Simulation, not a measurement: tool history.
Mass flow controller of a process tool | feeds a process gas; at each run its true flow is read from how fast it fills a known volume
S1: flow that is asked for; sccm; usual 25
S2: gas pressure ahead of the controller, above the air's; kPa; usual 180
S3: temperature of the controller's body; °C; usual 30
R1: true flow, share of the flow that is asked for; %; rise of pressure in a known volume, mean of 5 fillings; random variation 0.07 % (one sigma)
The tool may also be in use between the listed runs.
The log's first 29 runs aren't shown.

run	hour	S1	S2	S3	R1
30	6037.4	6	228	25	96.25
31	6248.5	6	228	25	96.21
32	6529.8	19	274	22	98.87
33	6820.7	13	279	27	97.64
34	7077.6	13	279	27	97.61
35	7275.5	16	175	30	98.38
36	7461.1	16	175	30	98.45
37	7706.8	46	256	35	99.75
38	7956.1	20	238	26	98.93
39	8123.3	14	182	30	98.29
40	8361.2	8	250	34	95.79
41	8581.0	13	186	30	97.89
42	8782.4	13	186	30	98.01
43	9024.0	13	186	30	98.07
44	9282.5	13	186	30	97.89
45	9567.7	13	186	30	98.04
46	9739.6	22	193	33	98.89

Forecast each of these 5 alternatives for the next run:
A	9939.8	30	183	33	?
B	9939.8	27	229	30	?
C	9939.8	7	237	27	?
D	9939.8	25	180	24	?
E	9939.8	39	193	23	?

run	R1
A	99.52
B	99.25
C	96.26
D	100.08
E	101.20
Without the tool's hidden state the same runs would have given:
run	R1
A	98.19
B	98.00
C	97.32
D	98.89
E	99.69
